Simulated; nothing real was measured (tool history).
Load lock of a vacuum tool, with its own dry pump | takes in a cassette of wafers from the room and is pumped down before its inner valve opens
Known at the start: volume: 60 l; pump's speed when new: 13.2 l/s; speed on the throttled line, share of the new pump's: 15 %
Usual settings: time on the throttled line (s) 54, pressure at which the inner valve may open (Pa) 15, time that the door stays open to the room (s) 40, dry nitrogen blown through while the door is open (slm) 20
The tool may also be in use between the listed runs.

run,day,time on the throttled line (s),pressure at which the inner valve may open (Pa),time that the door stays open to the room (s),dry nitrogen blown through while the door is open (slm),"incoming humidity of the room's air, %",time from the closed door until the inner valve may open (s),rise of the pressure with all valves shut (Pa/min)
1,0.000,54,15,40,20,43.5,86.6,0.025
2,11.383,54,15,40,20,45.8,86.6,0.027
3,19.808,54,15,40,20,46.5,86.6,0.029
4,29.975,54,15,40,20,48.8,85.4,0.028
5,38.567,54,15,40,20,43.6,85.7,0.028
6,44.138,54,15,40,20,42.5,86.8,0.029
7,52.279,54,15,40,20,45.6,86.1,0.027
8,61.362,54,15,40,20,43.4,86.6,0.030
9,70.704,54,15,40,20,46.7,87.4,0.032
10,81.304,54,15,40,20,44.1,87.0,0.027
11,90.617,54,15,40,20,45.5,86.4,0.021
12,98.029,63,15,40,20,45.3,94.3,0.031
# day 102.812: dry pump taken out, an overhauled one fitted
13,103.533,63,15,40,20,46.1,94.5,0.033
14,109.279,63,15,40,20,45.2,93.3,0.030
15,119.988,81,15,40,20,42.9,109.4,0.024
16,125.604,81,15,40,20,47.1,109.5,0.022
17,132.833,81,15,40,20,42.4,108.8,0.026
18,144.904,54,15,40,20,44.2,86.5,0.026
19,153.308,31,25,108,6,46.8,64.1,0.074
20,159.675,54,15,53,20,46.8,86.5,0.029
21,170.304,54,15,53,20,44.6,87.0,0.027
22,180.908,54,15,53,20,46.1,87.5,0.033
23,189.633,54,15,53,20,42.8,86.1,0.027
24,199.783,54,15,53,20,47.5,86.3,0.034
25,209.942,106,15,40,15,41.2,129.8,0.028

Forecast run 26:
26,218.533,106,15,124,6,45.9,?,?

Run 26 gave time from the closed door until the inner valve may open (s) 130.8, rise of the pressure with all valves shut (Pa/min) 0.068.
Without the tool's hidden state the same run would have given time from the closed door until the inner valve may open (s) 130.8, rise of the pressure with all valves shut (Pa/min) 0.068.
